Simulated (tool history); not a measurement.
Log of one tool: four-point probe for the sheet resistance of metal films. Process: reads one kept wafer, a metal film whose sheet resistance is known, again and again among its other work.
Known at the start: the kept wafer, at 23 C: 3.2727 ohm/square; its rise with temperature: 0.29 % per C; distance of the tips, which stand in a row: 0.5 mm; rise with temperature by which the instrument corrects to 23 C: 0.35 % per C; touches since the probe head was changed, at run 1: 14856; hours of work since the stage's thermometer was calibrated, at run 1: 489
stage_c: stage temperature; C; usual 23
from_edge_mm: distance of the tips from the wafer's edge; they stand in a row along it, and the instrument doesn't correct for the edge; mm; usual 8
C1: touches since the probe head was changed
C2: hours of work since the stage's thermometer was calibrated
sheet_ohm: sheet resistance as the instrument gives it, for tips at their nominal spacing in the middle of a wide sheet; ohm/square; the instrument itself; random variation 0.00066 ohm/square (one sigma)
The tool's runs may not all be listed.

run 1 hour=0.0 | stage_c=23 from_edge_mm=8 | C1=14856 C2=489 | sheet_ohm=3.297340
run 2 hour=11.0 | stage_c=21 from_edge_mm=8 | C1=15414 C2=497 | sheet_ohm=3.301513
run 3 hour=22.0 | stage_c=23 from_edge_mm=8 | C1=15971 C2=505 | sheet_ohm=3.297373
run 4 hour=30.4 | stage_c=23 from_edge_mm=8 | C1=16399 C2=512 | sheet_ohm=3.298079
run 5 hour=43.6 | stage_c=23 from_edge_mm=8 | C1=17066 C2=521 | sheet_ohm=3.297185
run 6 hour=53.9 | stage_c=23 from_edge_mm=8 | C1=17589 C2=529 | sheet_ohm=3.297795
run 7 hour=62.7 | stage_c=23 from_edge_mm=8 | C1=18038 C2=535 | sheet_ohm=3.295906
run 8 hour=78.7 | stage_c=23 from_edge_mm=8 | C1=18847 C2=547 | sheet_ohm=3.296985
run 9 hour=91.6 | stage_c=23 from_edge_mm=10 | C1=19500 C2=556 | sheet_ohm=3.294043
run 10 hour=101.4 | stage_c=23 from_edge_mm=10 | C1=19999 C2=563 | sheet_ohm=3.294327
run 11 hour=112.9 | stage_c=22 from_edge_mm=35 | C1=20581 C2=571 | sheet_ohm=3.292255
run 12 hour=124.0 | stage_c=22 from_edge_mm=35 | C1=21144 C2=579 | sheet_ohm=3.291635
run 13 hour=139.4 | stage_c=22 from_edge_mm=35 | C1=21925 C2=591 | sheet_ohm=3.291597
run 14 hour=148.2 | stage_c=22 from_edge_mm=35 | C1=22374 C2=597 | sheet_ohm=3.292631
run 15 hour=158.0 | stage_c=33 from_edge_mm=35 | C1=22872 C2=604 | sheet_ohm=3.268153
run 16 hour=172.4 | stage_c=24 from_edge_mm=35 | C1=23601 C2=615 | sheet_ohm=3.287167
run 17 hour=182.2 | stage_c=20 from_edge_mm=4 | C1=24097 C2=622 | sheet_ohm=3.324358
run 18 hour=192.4 | stage_c=23 from_edge_mm=35 | C1=24616 C2=629 | sheet_ohm=3.290551
run 19 hour=206.1 | stage_c=35 from_edge_mm=8 | C1=25310 C2=639 | sheet_ohm=3.269416
run 20 hour=216.3 | stage_c=26 from_edge_mm=8 | C1=25829 C2=646 | sheet_ohm=3.288233

5 ways to go on from here, each from the tool as it stands after run 20. What would each give?
run A hour=230.4 | stage_c=28 from_edge_mm=4 | C1=26543 C2=657 | sheet_ohm=?
run B hour=230.4 | stage_c=21 from_edge_mm=8 | C1=26543 C2=657 | sheet_ohm=?
run C hour=230.4 | stage_c=29 from_edge_mm=7 | C1=26543 C2=657 | sheet_ohm=?
run D hour=230.4 | stage_c=32 from_edge_mm=8 | C1=26543 C2=657 | sheet_ohm=?
run E hour=230.4 | stage_c=29 from_edge_mm=20 | C1=26543 C2=657 | sheet_ohm=?

run=A sheet_ohm=3.304791
run=B sheet_ohm=3.299807
run=C sheet_ohm=3.283926
run=D sheet_ohm=3.276536
run=E sheet_ohm=3.276196
Without the tool's hidden state the same runs would have given:
run=A sheet_ohm=3.288464
run=B sheet_ohm=3.283460
run=C sheet_ohm=3.267702
run=D sheet_ohm=3.260363
run=E sheet_ohm=3.260008
